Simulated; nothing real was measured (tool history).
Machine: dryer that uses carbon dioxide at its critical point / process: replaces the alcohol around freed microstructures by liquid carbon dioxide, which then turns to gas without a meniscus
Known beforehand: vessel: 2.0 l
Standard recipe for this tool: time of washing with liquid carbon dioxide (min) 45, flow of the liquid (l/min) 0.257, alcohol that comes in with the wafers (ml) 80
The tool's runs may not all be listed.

| run | hour | time of washing with liquid carbon dioxide (min) | flow of the liquid (l/min) | alcohol that comes in with the wafers (ml) | alcohol left in the vessel before it's heated (ppm by volume) |
|---|---|---|---|---|---|
| 1 | 0 | 45 | 0.257 | 80 | 381 |
| 2 | 13.3 | 45 | 0.257 | 80 | 388 |
| 3 | 31.5 | 45 | 0.257 | 80 | 384 |
| 4 | 42 | 45 | 0.257 | 80 | 385 |
| 5 | 55.1 | 45 | 0.257 | 80 | 388 |
| 6 | 72.8 | 45 | 0.257 | 80 | 395 |
| 7 | 87.5 | 45 | 0.257 | 80 | 391 |
| 8 | 100.6 | 45 | 0.257 | 21 | 123 |
| 9 | 121.8 | 45 | 0.257 | 21 | 119 |
| 10 | 142.5 | 45 | 0.257 | 80 | 403 |
| 11 | 151.9 | 45 | 0.257 | 100 | 501 |
| 12 | 164.5 | 45 | 0.257 | 100 | 522 |
| 13 | 174.1 | 45 | 0.257 | 80 | 413 |
| 14 | 186.3 | 63 | 0.359 | 23 | 20 |
| 15 | 196.6 | 45 | 0.298 | 80 | 222 |
| 16 | 217 | 45 | 0.257 | 24 | 148 |
| 17 | 227.2 | 45 | 0.257 | 42 | 230 |
| 18 | 236.8 | 45 | 0.257 | 42 | 231 |
| 19 | 252.6 | 55 | 0.159 | 28 | 459 |
| 20 | 274.4 | 30 | 0.417 | 30 | 141 |
| 21 | 287.7 | 30 | 0.232 | 30 | 982 |
| 22 | 307.3 | 33 | 0.242 | 80 | 1723 |
| 23 | 326.2 | 47 | 0.257 | 47 | 229 |
| 24 | 339.7 | 57 | 0.206 | 29 | 182 |
| 25 | 354 | 57 | 0.206 | 72 | 376 |

How would selected steps in alcohol left in the vessel before it's heated (ppm by volume) from run to run divide? Give the signed amount a tool lacking its hidden state would still show from settings, what came in and random variation, and the signed amount left for the hidden state, including any gauge scatter that is not in both of the compared results.
What the log doesn't record here: flow that reaches the vessel past the clogged filter, %; alcohol in the recycled carbon dioxide, ppm; drift of the gauge itself on alcohol_ppm, %.
Run 20 -> 21: flow of the liquid (l/min) 0.417 -> 0.232. alcohol left in the vessel before it's heated (ppm by volume) +841: hidden state +290, all else +551.
Run 21 -> 22: time of washing with liquid carbon dioxide (min) 30 -> 33, flow of the liquid (l/min) 0.232 -> 0.242, alcohol that comes in with the wafers (ml) 30 -> 80. alcohol left in the vessel before it's heated (ppm by volume) +741: hidden state +348, all else +393.
Run 22 -> 23: time of washing with liquid carbon dioxide (min) 33 -> 47, flow of the liquid (l/min) 0.242 -> 0.257, alcohol that comes in with the wafers (ml) 80 -> 47. alcohol left in the vessel before it's heated (ppm by volume) -1494: hidden state -584, all else -910.
